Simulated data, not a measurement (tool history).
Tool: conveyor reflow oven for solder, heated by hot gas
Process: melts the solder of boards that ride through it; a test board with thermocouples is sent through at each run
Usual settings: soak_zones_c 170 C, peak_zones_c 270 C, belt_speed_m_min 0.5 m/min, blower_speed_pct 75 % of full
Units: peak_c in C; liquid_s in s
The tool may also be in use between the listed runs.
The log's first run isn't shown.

run 2 hour=17.5 | soak_zones_c=170 peak_zones_c=270 belt_speed_m_min=0.5 blower_speed_pct=75 | peak_c=257.1 liquid_s=76.8
run 3 hour=30.1 | soak_zones_c=170 peak_zones_c=268 belt_speed_m_min=0.5 blower_speed_pct=75 | peak_c=256.3 liquid_s=74.6
run 4 hour=47.7 | soak_zones_c=163 peak_zones_c=270 belt_speed_m_min=0.5 blower_speed_pct=75 | peak_c=257.5 liquid_s=73
run 5 hour=66.3 | soak_zones_c=163 peak_zones_c=270 belt_speed_m_min=0.5 blower_speed_pct=61 | peak_c=254.1 liquid_s=69.4
run 6 hour=85.8 | soak_zones_c=163 peak_zones_c=270 belt_speed_m_min=0.5 blower_speed_pct=61 | peak_c=254.6 liquid_s=70.3
-- hour=93 flux residue cleaned out of gas plates and filters
run 7 hour=102.5 | soak_zones_c=170 peak_zones_c=270 belt_speed_m_min=0.5 blower_speed_pct=75 | peak_c=257.8 liquid_s=76.4
run 8 hour=123.5 | soak_zones_c=170 peak_zones_c=270 belt_speed_m_min=0.5 blower_speed_pct=75 | peak_c=257.7 liquid_s=76.5
run 9 hour=140.3 | soak_zones_c=170 peak_zones_c=270 belt_speed_m_min=0.5 blower_speed_pct=75 | peak_c=257.8 liquid_s=76.5
run 10 hour=150.9 | soak_zones_c=170 peak_zones_c=270 belt_speed_m_min=0.423 blower_speed_pct=75 | peak_c=261.8 liquid_s=95.7
run 11 hour=168.2 | soak_zones_c=170 peak_zones_c=270 belt_speed_m_min=0.5 blower_speed_pct=75 | peak_c=258.2 liquid_s=76.4
run 12 hour=178.4 | soak_zones_c=170 peak_zones_c=270 belt_speed_m_min=0.446 blower_speed_pct=75 | peak_c=261.4 liquid_s=88.8
run 13 hour=195.1 | soak_zones_c=170 peak_zones_c=270 belt_speed_m_min=0.5 blower_speed_pct=75 | peak_c=257.6 liquid_s=76.8
run 14 hour=211.6 | soak_zones_c=170 peak_zones_c=270 belt_speed_m_min=0.5 blower_speed_pct=75 | peak_c=257.7 liquid_s=76.8
run 15 hour=226.3 | soak_zones_c=170 peak_zones_c=270 belt_speed_m_min=0.5 blower_speed_pct=75 | peak_c=258.5 liquid_s=76.3
run 16 hour=248 | soak_zones_c=170 peak_zones_c=270 belt_speed_m_min=0.5 blower_speed_pct=75 | peak_c=258 liquid_s=76.7
run 17 hour=269.7 | soak_zones_c=173 peak_zones_c=264 belt_speed_m_min=0.538 blower_speed_pct=77 | peak_c=251.1 liquid_s=66.4
run 18 hour=294.4 | soak_zones_c=170 peak_zones_c=270 belt_speed_m_min=0.439 blower_speed_pct=81 | peak_c=262.3 liquid_s=91.1
run 19 hour=314.7 | soak_zones_c=170 peak_zones_c=270 belt_speed_m_min=0.516 blower_speed_pct=70 | peak_c=256.2 liquid_s=72.4
run 20 hour=327.6 | soak_zones_c=184 peak_zones_c=260 belt_speed_m_min=0.491 blower_speed_pct=75 | peak_c=251.1 liquid_s=79.4
run 21 hour=340.1 | soak_zones_c=161 peak_zones_c=280 belt_speed_m_min=0.544 blower_speed_pct=60 | peak_c=260.3 liquid_s=66.1
run 22 hour=350.2 | soak_zones_c=161 peak_zones_c=268 belt_speed_m_min=0.544 blower_speed_pct=60 | peak_c=249.7 liquid_s=58.1
run 23 hour=371.9 | soak_zones_c=159 peak_zones_c=270 belt_speed_m_min=0.501 blower_speed_pct=75 | peak_c=256.4 liquid_s=70.9
run 24 hour=386.9 | soak_zones_c=159 peak_zones_c=270 belt_speed_m_min=0.501 blower_speed_pct=75 | peak_c=256.8 liquid_s=70.9
run 25 hour=410.3 | soak_zones_c=166 peak_zones_c=267 belt_speed_m_min=0.501 blower_speed_pct=75 | peak_c=254.6 liquid_s=71.6

Run 26 comes next. What will it give?
run 26 hour=423 | soak_zones_c=162 peak_zones_c=279 belt_speed_m_min=0.589 blower_speed_pct=77 | peak_c=? liquid_s=?

Run 26 gave peak_c 260.4 C, liquid_s 62.1 s.
Without the tool's hidden state the same run would have given peak_c 260.7 C, liquid_s 62.3 s.
